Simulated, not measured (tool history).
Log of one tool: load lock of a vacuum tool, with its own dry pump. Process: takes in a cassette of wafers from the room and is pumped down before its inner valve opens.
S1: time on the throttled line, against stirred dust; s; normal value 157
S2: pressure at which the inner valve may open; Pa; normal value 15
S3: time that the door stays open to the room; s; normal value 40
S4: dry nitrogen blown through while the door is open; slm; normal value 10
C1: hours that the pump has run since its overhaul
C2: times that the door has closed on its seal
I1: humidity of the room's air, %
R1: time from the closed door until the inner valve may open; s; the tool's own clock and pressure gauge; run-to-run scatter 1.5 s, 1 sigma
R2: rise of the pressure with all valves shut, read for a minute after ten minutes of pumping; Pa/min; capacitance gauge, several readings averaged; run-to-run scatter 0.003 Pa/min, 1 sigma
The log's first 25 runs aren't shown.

| run | hour | S1 | S2 | S3 | S4 | C1 | C2 | I1 | R1 | R2 |
|---|---|---|---|---|---|---|---|---|---|---|
| 26 | 12795.9 | 307 | 24 | 112 | 13 | 7410 | 14189 | 40.1 | 387.0 | 0.077 |
| 27 | 13257.8 | 153 | 15 | 116 | 29 | 7872 | 16226 | 46.1 | 261.9 | 0.084 |
| 28 | 13875.4 | 187 | 12 | 95 | 29 | 8490 | 18950 | 48.0 | 294.8 | 0.100 |
| 29 | 14363.3 | 157 | 15 | 25 | 6 | 8978 | 21102 | 43.9 | 269.0 | 0.105 |
| 30 | 14693.7 | 110 | 15 | 207 | 6 | 9308 | 22559 | 43.2 | 225.7 | 0.145 |
| 31 | 15300.2 | 110 | 15 | 207 | 6 | 9914 | 25234 | 41.2 | 228.8 | 0.164 |
|  | 15454.7 | dry pump taken out, an overhauled one fitted |
| 32 | 15718.1 | 157 | 28 | 40 | 32 | 263 | 27051 | 45.3 | 234.4 | 0.159 |
| 33 | 16267.8 | 157 | 15 | 95 | 31 | 813 | 29475 | 42.0 | 245.2 | 0.180 |
| 34 | 16932.9 | 157 | 15 | 40 | 38 | 1478 | 32409 | 45.4 | 242.9 | 0.205 |
| 35 | 17290.3 | 157 | 15 | 40 | 38 | 1836 | 33985 | 42.7 | 243.7 | 0.221 |

Forecast each of these 3 alternatives for the next run:
| A | 17897.8 | 157 | 15 | 114 | 10 | 2443 | 36664 | 44.8 | ? | ? |
| B | 17897.8 | 148 | 21 | 40 | 38 | 2443 | 36664 | 42.4 | ? | ? |
| C | 17897.8 | 252 | 15 | 130 | 5 | 2443 | 36664 | 47.3 | ? | ? |

| run | R1 | R2 |
|---|---|---|
| A | 247.1 | 0.257 |
| B | 234.8 | 0.245 |
| C | 331.6 | 0.275 |
Without the tool's unlogged condition, the same runs would have read:
| run | R1 | R2 |
|---|---|---|
| A | 239.8 | 0.026 |
| B | 227.6 | 0.007 |
| C | 325.1 | 0.040 |
